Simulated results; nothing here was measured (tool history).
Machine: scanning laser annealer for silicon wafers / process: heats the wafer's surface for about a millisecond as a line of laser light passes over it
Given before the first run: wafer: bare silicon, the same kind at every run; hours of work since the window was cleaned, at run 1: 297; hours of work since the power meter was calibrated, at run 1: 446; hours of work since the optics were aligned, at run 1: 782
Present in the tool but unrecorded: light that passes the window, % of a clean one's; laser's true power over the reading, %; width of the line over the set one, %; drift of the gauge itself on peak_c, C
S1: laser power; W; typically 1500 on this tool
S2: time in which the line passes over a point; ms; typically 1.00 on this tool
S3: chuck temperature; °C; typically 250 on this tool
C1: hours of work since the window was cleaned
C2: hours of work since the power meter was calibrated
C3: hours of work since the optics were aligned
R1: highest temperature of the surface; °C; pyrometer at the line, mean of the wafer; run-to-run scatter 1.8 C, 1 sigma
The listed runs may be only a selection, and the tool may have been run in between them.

run	day	S1	S2	S3	C1	C2	C3	R1
1	0.000	1500	1.00	250	297	446	782	1058
2	0.704	1500	1.00	250	310	459	795	1059
3	1.192	1500	1.00	250	319	468	803	1060
4	1.592	1500	1.00	250	326	475	811	1061
5	1.967	1500	1.00	250	333	482	817	1057
6	2.667	1500	1.00	250	345	494	830	1057
7	3.212	1500	1.00	281	355	504	840	1090
8	3.871	1500	1.00	281	367	516	851	1090
9	4.421	1500	1.00	281	377	526	861	1089
10	4.779	1500	1.21	250	383	532	868	1150
11	5.129	1532	1.22	287	389	538	874	1213
12	5.483	1491	1.04	268	396	545	880	1092
13	6.162	1491	1.04	268	408	557	893	1089
14	6.500	1435	0.74	217	414	563	899	866
15	6.896	1349	0.79	282	421	570	906	908

Here are 5 independent what-if runs from the current tool condition. What would each one return?
A	7.217	1457	0.76	238	427	576	912	?
B	7.217	1307	1.16	244	427	576	912	?
C	7.217	1573	0.82	249	427	576	912	?
D	7.217	1436	0.77	263	427	576	912	?
E	7.217	1608	1.15	234	427	576	912	?

run	R1
A	908
B	989
C	1013
D	927
E	1182
Without the tool's unlogged condition, the same runs would have read:
run	R1
A	909
B	990
C	1014
D	928
E	1183

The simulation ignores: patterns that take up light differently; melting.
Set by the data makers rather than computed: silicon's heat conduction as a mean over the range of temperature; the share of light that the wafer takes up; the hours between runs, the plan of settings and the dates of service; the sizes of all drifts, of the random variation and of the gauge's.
